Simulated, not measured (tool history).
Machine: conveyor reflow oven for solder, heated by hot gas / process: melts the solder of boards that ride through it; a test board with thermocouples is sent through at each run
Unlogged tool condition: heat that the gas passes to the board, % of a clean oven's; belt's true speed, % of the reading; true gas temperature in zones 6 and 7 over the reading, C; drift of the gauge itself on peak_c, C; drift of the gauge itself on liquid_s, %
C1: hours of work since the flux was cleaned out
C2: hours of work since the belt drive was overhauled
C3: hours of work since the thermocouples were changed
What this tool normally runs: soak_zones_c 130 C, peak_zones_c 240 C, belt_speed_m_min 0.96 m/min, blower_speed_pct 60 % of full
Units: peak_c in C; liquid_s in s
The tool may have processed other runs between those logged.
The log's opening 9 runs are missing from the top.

Run 10, hour 65.8: usual settings but belt_speed_m_min 0.959 m/min; C1 188; C2 258; C3 93. Result: peak_c 216.6 C, liquid_s 35.3 s.
Run 11, hour 75.6: usual settings but belt_speed_m_min 0.959 m/min; C1 193; C2 262; C3 97. Result: peak_c 216.7 C, liquid_s 35.7 s.
Run 12, hour 80.4: usual settings but belt_speed_m_min 0.959 m/min; C1 195; C2 264; C3 100. Result: peak_c 217.6 C, liquid_s 35.7 s.
Run 13, hour 91.1: usual settings but soak_zones_c 142 C; C1 199; C2 269; C3 104. Result: peak_c 219 C, liquid_s 39.1 s.
Run 14, hour 100.2: usual settings but soak_zones_c 142 C; C1 203; C2 273; C3 108. Result: peak_c 219.5 C, liquid_s 39.1 s.
Run 15, hour 110.7: usual settings but blower_speed_pct 52 % of full; C1 207; C2 277; C3 112. Result: peak_c 213.7 C, liquid_s 33.6 s.
Run 16, hour 117.9: usual settings but blower_speed_pct 52 % of full; C1 210; C2 280; C3 115. Result: peak_c 214.5 C, liquid_s 33 s.
Run 17, hour 128.5: usual settings but blower_speed_pct 52 % of full; C1 215; C2 285; C3 120. Result: peak_c 213.9 C, liquid_s 33.2 s.
Run 18, hour 139.4: usual settings but peak_zones_c 248 C, belt_speed_m_min 1.013 m/min, blower_speed_pct 50 % of full; C1 219; C2 289; C3 124. Result: peak_c 217.8 C, liquid_s 33.4 s.
Run 19, hour 144: usual settings but peak_zones_c 229 C, belt_speed_m_min 1.143 m/min, blower_speed_pct 85 % of full; C1 221; C2 291; C3 126. Result: peak_c 206.9 C, liquid_s 24.1 s.
Run 20, hour 149.8: usual settings but peak_zones_c 229 C, belt_speed_m_min 1.143 m/min, blower_speed_pct 85 % of full; C1 224; C2 294; C3 129. Result: peak_c 206.8 C, liquid_s 24 s.
Run 21, hour 160.5: usual settings but soak_zones_c 138 C, peak_zones_c 247 C, belt_speed_m_min 0.866 m/min, blower_speed_pct 77 % of full; C1 228; C2 298; C3 133. Result: peak_c 232.5 C, liquid_s 48.2 s.
Run 22, hour 171.3: usual settings but soak_zones_c 138 C, peak_zones_c 247 C, belt_speed_m_min 0.866 m/min, blower_speed_pct 77 % of full; C1 233; C2 303; C3 138. Result: peak_c 232 C, liquid_s 48.4 s.
Run 23, hour 177.8: usual settings but soak_zones_c 121 C, peak_zones_c 235 C, belt_speed_m_min 0.829 m/min, blower_speed_pct 59 % of full; C1 236; C2 305; C3 141. Result: peak_c 216.3 C, liquid_s 38.8 s.
At hour 189.3: flux residue cleaned out of gas plates and filters.
Run 24, hour 189.8: usual settings but soak_zones_c 137 C, peak_zones_c 251 C, belt_speed_m_min 0.921 m/min, blower_speed_pct 77 % of full; C1 0; C2 308; C3 144. Result: peak_c 234.6 C, liquid_s 46.4 s.
Run 25, hour 197.9: usual settings but belt_speed_m_min 0.835 m/min; C1 4; C2 312; C3 147. Result: peak_c 223.4 C, liquid_s 44.7 s.
Run 26, hour 208.4: usual settings but soak_zones_c 142 C, peak_zones_c 252 C; C1 8; C2 316; C3 151. Result: peak_c 231.2 C, liquid_s 44.4 s.
Run 27, hour 215.5: usual settings but soak_zones_c 142 C, peak_zones_c 252 C; C1 11; C2 319; C3 154. Result: peak_c 231.3 C, liquid_s 43.9 s.
Run 28, hour 225.5: usual settings but soak_zones_c 142 C, peak_zones_c 232 C, blower_speed_pct 54 % of full; C1 15; C2 323; C3 159. Result: peak_c 212.7 C, liquid_s 35 s.
Run 29, hour 232.3: usual settings but soak_zones_c 138 C; C1 18; C2 326; C3 162. Result: peak_c 220 C, liquid_s 38.6 s.
Run 30, hour 237.8: usual settings but soak_zones_c 133 C, peak_zones_c 248 C, belt_speed_m_min 1.088 m/min, blower_speed_pct 85 % of full; C1 20; C2 329; C3 164. Result: peak_c 226.7 C, liquid_s 35.9 s.

3 ways to go on from here, each from the tool as it stands after run 30. What would each give?
Run A, hour 243: usual settings but belt_speed_m_min 0.91 m/min; C1 23; C2 331; C3 166. Result: peak_c ?, liquid_s ?.
Run B, hour 243: usual settings but belt_speed_m_min 0.865 m/min; C1 23; C2 331; C3 166. Result: peak_c ?, liquid_s ?.
Run C, hour 243: usual settings but soak_zones_c 116 C, peak_zones_c 248 C, belt_speed_m_min 0.934 m/min, blower_speed_pct 88 % of full; C1 23; C2 331; C3 166. Result: peak_c ?, liquid_s ?.

run  peak_c  liquid_s
  A     220      39.2
  B   222.1      42.5
  C     231      40.4
Without the tool's unlogged condition, the same runs would have read:
run  peak_c  liquid_s
  A   220.3        39
  B   222.4      42.3
  C   231.4      40.2

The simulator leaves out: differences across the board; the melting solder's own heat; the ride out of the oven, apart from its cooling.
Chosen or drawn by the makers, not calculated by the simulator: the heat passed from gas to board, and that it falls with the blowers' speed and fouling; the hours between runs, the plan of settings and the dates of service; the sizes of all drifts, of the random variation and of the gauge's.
